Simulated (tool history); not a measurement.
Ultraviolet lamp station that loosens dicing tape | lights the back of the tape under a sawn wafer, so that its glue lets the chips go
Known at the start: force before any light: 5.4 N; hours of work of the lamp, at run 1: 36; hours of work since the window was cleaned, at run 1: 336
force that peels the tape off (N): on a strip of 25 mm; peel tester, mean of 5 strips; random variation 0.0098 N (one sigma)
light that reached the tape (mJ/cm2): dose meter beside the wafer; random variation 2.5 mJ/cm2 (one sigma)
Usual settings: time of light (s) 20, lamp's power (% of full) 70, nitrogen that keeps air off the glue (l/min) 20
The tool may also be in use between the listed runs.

run,hour,time of light (s),lamp's power (% of full),nitrogen that keeps air off the glue (l/min),hours of work of the lamp,hours of work since the window was cleaned,force that peels the tape off (N),light that reached the tape (mJ/cm2)
1,0.0,20,70,20,36,336,0.521,255
2,10.8,28,70,20,43,343,0.292,358
3,21.9,28,70,20,49,349,0.277,351
4,28.5,28,70,20,53,353,0.279,355
5,43.7,28,70,20,62,362,0.297,354
6,50.9,18,70,20,66,366,0.633,226
7,64.6,20,70,20,74,374,0.527,252
8,79.5,20,70,20,83,383,0.510,249
9,94.9,20,70,20,92,392,0.541,249
10,109.0,20,70,20,100,400,0.559,252
11,120.8,20,84,20,107,407,0.408,293
12,131.5,20,84,20,113,413,0.406,293
13,140.1,20,70,22,118,418,0.522,244
14,155.1,20,70,22,127,427,0.526,246
15,169.9,20,68,20,135,435,0.596,232
16,178.2,20,68,20,140,440,0.575,234
17,189.7,20,68,20,147,447,0.615,236
18,203.8,10,68,20,155,455,1.706,121
19,214.7,10,68,20,162,461,1.673,119
20,226.8,20,73,20,169,468,0.525,246
21,238.1,20,73,20,175,475,0.545,248
22,247.7,20,70,20,181,481,0.578,237
23,260.6,40,81,20,188,488,0.192,547
# hour 261.9: window cleaned of glue's vapour
24,270.5,40,81,20,194,5,0.188,519
25,280.5,15,74,17,200,11,1.072,174
26,290.1,34,74,8,205,16,0.405,398
27,302.3,34,74,16,212,24,0.276,397
28,309.7,17,88,20,216,28,0.588,235
29,320.7,20,64,20,223,34,0.791,198
30,334.1,15,79,7,231,42,1.523,184
31,347.9,15,67,16,239,50,1.289,157
# hour 353.7: window cleaned of glue's vapour, once more
32,362.3,14,70,22,247,5,0.827,185
33,374.3,20,98,38,254,12,0.213,375
34,389.2,20,98,38,263,21,0.221,369
35,397.0,24,98,8,267,25,0.359,444

Forecast run 36:
36,403.3,12,70,9,271,29,?,?

{"run 36": {"force that peels the tape off (N)": 1.612, "light that reached the tape (mJ/cm2)": 160}}
Without the tool's hidden state the same run would have given force that peels the tape off (N) 1.466, light that reached the tape (mJ/cm2) 173.
